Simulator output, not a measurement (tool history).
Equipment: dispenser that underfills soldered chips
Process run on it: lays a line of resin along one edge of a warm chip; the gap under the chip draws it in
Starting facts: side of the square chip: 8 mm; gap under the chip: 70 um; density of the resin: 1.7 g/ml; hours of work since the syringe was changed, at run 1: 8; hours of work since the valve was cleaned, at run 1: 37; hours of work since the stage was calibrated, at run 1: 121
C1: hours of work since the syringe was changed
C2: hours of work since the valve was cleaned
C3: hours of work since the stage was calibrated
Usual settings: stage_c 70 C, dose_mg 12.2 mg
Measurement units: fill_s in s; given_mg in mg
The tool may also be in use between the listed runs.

{"run": 1, "hour": 0.0, "stage_c": 70, "dose_mg": 12.2, "C1": 8, "C2": 37, "C3": 121, "fill_s": 26.5, "given_mg": 11.9}
{"run": 2, "hour": 3.5, "stage_c": 61, "dose_mg": 12.2, "C1": 11, "C2": 39, "C3": 123, "fill_s": 50.6, "given_mg": 11.8}
{"hour": 5.2, "done": "new syringe of resin"}
{"run": 3, "hour": 9.2, "stage_c": 70, "dose_mg": 12.2, "C1": 3, "C2": 42, "C3": 126, "fill_s": 22.6, "given_mg": 11.75}
{"run": 4, "hour": 14.6, "stage_c": 70, "dose_mg": 12.2, "C1": 6, "C2": 46, "C3": 130, "fill_s": 25.1, "given_mg": 11.83}
{"run": 5, "hour": 18.6, "stage_c": 66, "dose_mg": 12.2, "C1": 9, "C2": 48, "C3": 132, "fill_s": 34.9, "given_mg": 11.84}
{"hour": 23.5, "done": "new syringe of resin"}
{"run": 6, "hour": 24.1, "stage_c": 66, "dose_mg": 12.2, "C1": 0, "C2": 52, "C3": 136, "fill_s": 25.6, "given_mg": 11.64}
{"run": 7, "hour": 29.0, "stage_c": 66, "dose_mg": 15.6, "C1": 4, "C2": 55, "C3": 139, "fill_s": 28.2, "given_mg": 14.98}
{"run": 8, "hour": 31.9, "stage_c": 70, "dose_mg": 12.2, "C1": 5, "C2": 56, "C3": 141, "fill_s": 24.7, "given_mg": 11.76}
{"run": 9, "hour": 35.3, "stage_c": 70, "dose_mg": 12.2, "C1": 7, "C2": 59, "C3": 143, "fill_s": 26, "given_mg": 11.62}
{"run": 10, "hour": 40.6, "stage_c": 70, "dose_mg": 12.2, "C1": 11, "C2": 62, "C3": 146, "fill_s": 30.5, "given_mg": 11.64}
{"hour": 41.7, "done": "new syringe of resin"}
{"run": 11, "hour": 46.3, "stage_c": 65, "dose_mg": 12.2, "C1": 3, "C2": 65, "C3": 150, "fill_s": 30, "given_mg": 11.66}
{"run": 12, "hour": 51.5, "stage_c": 65, "dose_mg": 12.2, "C1": 6, "C2": 69, "C3": 153, "fill_s": 34, "given_mg": 11.57}
{"run": 13, "hour": 56.7, "stage_c": 65, "dose_mg": 12.2, "C1": 10, "C2": 72, "C3": 156, "fill_s": 38.5, "given_mg": 11.53}
{"hour": 59.9, "done": "new syringe of resin"}
{"run": 14, "hour": 62.0, "stage_c": 65, "dose_mg": 12.2, "C1": 1, "C2": 75, "C3": 159, "fill_s": 28.5, "given_mg": 11.55}
{"run": 15, "hour": 65.8, "stage_c": 60, "dose_mg": 12, "C1": 4, "C2": 78, "C3": 162, "fill_s": 42.7, "given_mg": 11.32}
{"hour": 67.5, "done": "dispensing valve cleaned and set on the balance"}
{"run": 16, "hour": 70.9, "stage_c": 70, "dose_mg": 14, "C1": 6, "C2": 2, "C3": 164, "fill_s": 25.5, "given_mg": 14.02}
{"run": 17, "hour": 75.7, "stage_c": 70, "dose_mg": 14, "C1": 9, "C2": 5, "C3": 167, "fill_s": 28.2, "given_mg": 13.86}
{"run": 18, "hour": 78.2, "stage_c": 72, "dose_mg": 10.7, "C1": 11, "C2": 7, "C3": 169, "fill_s": 28.9, "given_mg": 10.62}
{"hour": 79.3, "done": "new syringe of resin"}
{"run": 19, "hour": 82.1, "stage_c": 72, "dose_mg": 10.7, "C1": 2, "C2": 9, "C3": 171, "fill_s": 19.7, "given_mg": 10.6}
{"run": 20, "hour": 86.9, "stage_c": 72, "dose_mg": 10.7, "C1": 5, "C2": 12, "C3": 174, "fill_s": 21.9, "given_mg": 10.58}
{"run": 21, "hour": 89.7, "stage_c": 79, "dose_mg": 12.9, "C1": 7, "C2": 14, "C3": 176, "fill_s": 16.1, "given_mg": 12.76}
{"run": 22, "hour": 92.7, "stage_c": 77, "dose_mg": 11.2, "C1": 9, "C2": 16, "C3": 178, "fill_s": 19.7, "given_mg": 11.08}
{"run": 23, "hour": 96.4, "stage_c": 77, "dose_mg": 11.2, "C1": 11, "C2": 18, "C3": 180, "fill_s": 21.1, "given_mg": 11.17}

The next listed run, before its measurement:
{"hour": 97.5, "done": "new syringe of resin"}
{"run": 24, "hour": 102.3, "stage_c": 77, "dose_mg": 11.2, "C1": 3, "C2": 22, "C3": 184, "fill_s": "?", "given_mg": "?"}

Logged for run 24: fill_s 16 s, given_mg 11.04 mg.
The same run, on a tool lacking any hidden state, would have yielded fill_s 13.4 s, given_mg 11.25 mg.

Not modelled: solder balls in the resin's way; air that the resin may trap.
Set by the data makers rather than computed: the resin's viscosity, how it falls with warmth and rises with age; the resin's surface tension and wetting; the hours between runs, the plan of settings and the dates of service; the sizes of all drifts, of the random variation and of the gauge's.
